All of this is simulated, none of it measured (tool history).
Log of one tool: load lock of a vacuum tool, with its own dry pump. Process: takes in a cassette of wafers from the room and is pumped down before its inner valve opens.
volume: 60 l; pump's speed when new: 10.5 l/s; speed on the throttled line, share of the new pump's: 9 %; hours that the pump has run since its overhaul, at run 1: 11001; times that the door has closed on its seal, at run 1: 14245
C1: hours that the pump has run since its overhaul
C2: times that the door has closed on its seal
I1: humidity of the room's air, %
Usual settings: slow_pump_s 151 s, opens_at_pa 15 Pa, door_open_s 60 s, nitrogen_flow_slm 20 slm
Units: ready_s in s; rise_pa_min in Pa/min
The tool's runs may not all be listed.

Run 1, hour 0.0: usual settings; C1 11001; C2 14245; I1 47.4. Result: ready_s 197.1 s, rise_pa_min 0.119 Pa/min.
Run 2, hour 97.9: usual settings but nitrogen_flow_slm 14 slm; C1 11099; C2 14485; I1 46.4. Result: ready_s 196.5 s, rise_pa_min 0.125 Pa/min.
Run 3, hour 186.8: usual settings but nitrogen_flow_slm 14 slm; C1 11188; C2 14703; I1 46.5. Result: ready_s 198.0 s, rise_pa_min 0.128 Pa/min.
Run 4, hour 296.9: usual settings but opens_at_pa 18 Pa, nitrogen_flow_slm 14 slm; C1 11298; C2 14973; I1 47.2. Result: ready_s 197.1 s, rise_pa_min 0.125 Pa/min.
Run 5, hour 422.4: usual settings but slow_pump_s 148 s, opens_at_pa 18 Pa, nitrogen_flow_slm 14 slm; C1 11423; C2 15281; I1 47.7. Result: ready_s 193.8 s, rise_pa_min 0.127 Pa/min.
Run 6, hour 535.1: usual settings but slow_pump_s 148 s, opens_at_pa 18 Pa, nitrogen_flow_slm 14 slm; C1 11536; C2 15557; I1 43.5. Result: ready_s 194.6 s, rise_pa_min 0.130 Pa/min.
Run 7, hour 672.4: usual settings but slow_pump_s 148 s, opens_at_pa 18 Pa, nitrogen_flow_slm 14 slm; C1 11673; C2 15893; I1 44.0. Result: ready_s 195.0 s, rise_pa_min 0.137 Pa/min.
Run 8, hour 806.1: usual settings; C1 11807; C2 16221; I1 43.6. Result: ready_s 198.8 s, rise_pa_min 0.134 Pa/min.
Run 9, hour 940.5: usual settings but nitrogen_flow_slm 23 slm; C1 11941; C2 16550; I1 48.9. Result: ready_s 199.8 s, rise_pa_min 0.142 Pa/min.
Run 10, hour 1104.0: usual settings but nitrogen_flow_slm 23 slm; C1 12105; C2 16951; I1 45.0. Result: ready_s 198.9 s, rise_pa_min 0.144 Pa/min.
Run 11, hour 1185.7: usual settings but nitrogen_flow_slm 23 slm; C1 12187; C2 17151; I1 42.4. Result: ready_s 199.0 s, rise_pa_min 0.141 Pa/min.
At hour 1250.4: dry pump taken out, an overhauled one fitted.
Run 12, hour 1373.4: usual settings but opens_at_pa 29 Pa, nitrogen_flow_slm 23 slm; C1 123; C2 17597; I1 44.4. Result: ready_s 184.8 s, rise_pa_min 0.150 Pa/min.
Run 13, hour 1528.6: usual settings but opens_at_pa 29 Pa, nitrogen_flow_slm 23 slm; C1 278; C2 17977; I1 46.3. Result: ready_s 183.5 s, rise_pa_min 0.158 Pa/min.
Run 14, hour 1647.8: usual settings but slow_pump_s 97 s; C1 397; C2 18269; I1 45.9. Result: ready_s 139.6 s, rise_pa_min 0.150 Pa/min.
Run 15, hour 1809.4: usual settings but slow_pump_s 97 s; C1 559; C2 18665; I1 45.9. Result: ready_s 139.4 s, rise_pa_min 0.168 Pa/min.
Run 16, hour 1943.6: usual settings but slow_pump_s 97 s; C1 693; C2 18994; I1 43.2. Result: ready_s 138.6 s, rise_pa_min 0.166 Pa/min.
Run 17, hour 2056.6: usual settings but door_open_s 141 s; C1 806; C2 19271; I1 42.7. Result: ready_s 189.2 s, rise_pa_min 0.175 Pa/min.
Run 18, hour 2215.6: usual settings; C1 965; C2 19661; I1 46.0. Result: ready_s 188.1 s, rise_pa_min 0.174 Pa/min.
Run 19, hour 2299.9: usual settings; C1 1050; C2 19867; I1 43.3. Result: ready_s 189.9 s, rise_pa_min 0.183 Pa/min.
Run 20, hour 2422.7: usual settings; C1 1172; C2 20168; I1 42.7. Result: ready_s 189.2 s, rise_pa_min 0.177 Pa/min.
Run 21, hour 2502.8: usual settings; C1 1252; C2 20364; I1 48.2. Result: ready_s 188.4 s, rise_pa_min 0.181 Pa/min.
Run 22, hour 2673.8: usual settings; C1 1423; C2 20783; I1 48.3. Result: ready_s 188.6 s, rise_pa_min 0.189 Pa/min.
Run 23, hour 2812.4: usual settings but slow_pump_s 105 s, nitrogen_flow_slm 14 slm; C1 1562; C2 21123; I1 43.9. Result: ready_s 147.4 s, rise_pa_min 0.189 Pa/min.
Run 24, hour 2974.8: usual settings but door_open_s 26 s, nitrogen_flow_slm 11 slm; C1 1724; C2 21521; I1 44.1. Result: ready_s 188.8 s, rise_pa_min 0.197 Pa/min.
Run 25, hour 3147.1: usual settings but door_open_s 26 s, nitrogen_flow_slm 11 slm; C1 1897; C2 21944; I1 46.7. Result: ready_s 188.3 s, rise_pa_min 0.196 Pa/min.
Run 26, hour 3238.0: usual settings but slow_pump_s 152 s, opens_at_pa 11 Pa; C1 1988; C2 22166; I1 41.4. Result: ready_s 193.3 s, rise_pa_min 0.199 Pa/min.
Run 27, hour 3412.0: usual settings but slow_pump_s 152 s, opens_at_pa 11 Pa; C1 2162; C2 22593; I1 42.6. Result: ready_s 192.9 s, rise_pa_min 0.207 Pa/min.
Run 28, hour 3528.0: usual settings but slow_pump_s 172 s, nitrogen_flow_slm 24 slm; C1 2278; C2 22877; I1 46.9. Result: ready_s 208.2 s, rise_pa_min 0.211 Pa/min.
Run 29, hour 3681.4: usual settings but slow_pump_s 172 s, nitrogen_flow_slm 24 slm; C1 2431; C2 23253; I1 44.8. Result: ready_s 209.0 s, rise_pa_min 0.217 Pa/min.
Run 30, hour 3824.1: usual settings but slow_pump_s 172 s, nitrogen_flow_slm 24 slm; C1 2574; C2 23603; I1 43.2. Result: ready_s 209.1 s, rise_pa_min 0.222 Pa/min.
Run 31, hour 3950.4: usual settings but slow_pump_s 176 s, opens_at_pa 24 Pa, door_open_s 146 s, nitrogen_flow_slm 41 slm; C1 2700; C2 23912; I1 44.8. Result: ready_s 210.3 s, rise_pa_min 0.228 Pa/min.
Run 32, hour 4031.6: usual settings but door_open_s 58 s; C1 2781; C2 24111; I1 47.6. Result: ready_s 189.2 s, rise_pa_min 0.241 Pa/min.
Run 33, hour 4143.7: usual settings but slow_pump_s 116 s, opens_at_pa 21 Pa, door_open_s 181 s, nitrogen_flow_slm 7 slm; C1 2893; C2 24386; I1 43.7. Result: ready_s 156.4 s, rise_pa_min 0.264 Pa/min.
Run 34, hour 4316.2: usual settings but slow_pump_s 210 s, opens_at_pa 23 Pa, door_open_s 85 s, nitrogen_flow_slm 6 slm; C1 3066; C2 24809; I1 48.9. Result: ready_s 241.6 s, rise_pa_min 0.255 Pa/min.
Run 35, hour 4395.3: usual settings but slow_pump_s 90 s, opens_at_pa 23 Pa, door_open_s 202 s, nitrogen_flow_slm 6 slm; C1 3145; C2 25003; I1 45.7. Result: ready_s 133.0 s, rise_pa_min 0.284 Pa/min.
Run 36, hour 4557.3: usual settings but slow_pump_s 90 s, opens_at_pa 23 Pa, door_open_s 202 s, nitrogen_flow_slm 6 slm; C1 3307; C2 25399; I1 44.6. Result: ready_s 133.4 s, rise_pa_min 0.289 Pa/min.
Run 37, hour 4700.4: usual settings but door_open_s 106 s; C1 3450; C2 25750; I1 41.6. Result: ready_s 190.0 s, rise_pa_min 0.259 Pa/min.

Forecast each of these 3 alternatives for the next run:
Run A, hour 4790.8: usual settings but slow_pump_s 185 s, opens_at_pa 17 Pa, nitrogen_flow_slm 24 slm; C1 3540; C2 25972; I1 41.2. Result: ready_s ?, rise_pa_min ?.
Run B, hour 4790.8: usual settings but door_open_s 82 s; C1 3540; C2 25972; I1 43.3. Result: ready_s ?, rise_pa_min ?.
Run C, hour 4790.8: usual settings but opens_at_pa 21 Pa, door_open_s 106 s, nitrogen_flow_slm 25 slm; C1 3540; C2 25972; I1 45.6. Result: ready_s ?, rise_pa_min ?.

run  ready_s  rise_pa_min
  A    221.5        0.255
  B    190.2        0.256
  C    189.7        0.253
Without the tool's hidden state the same runs would have given:
run  ready_s  rise_pa_min
  A    218.4        0.021
  B    186.8        0.021
  C    186.6        0.023
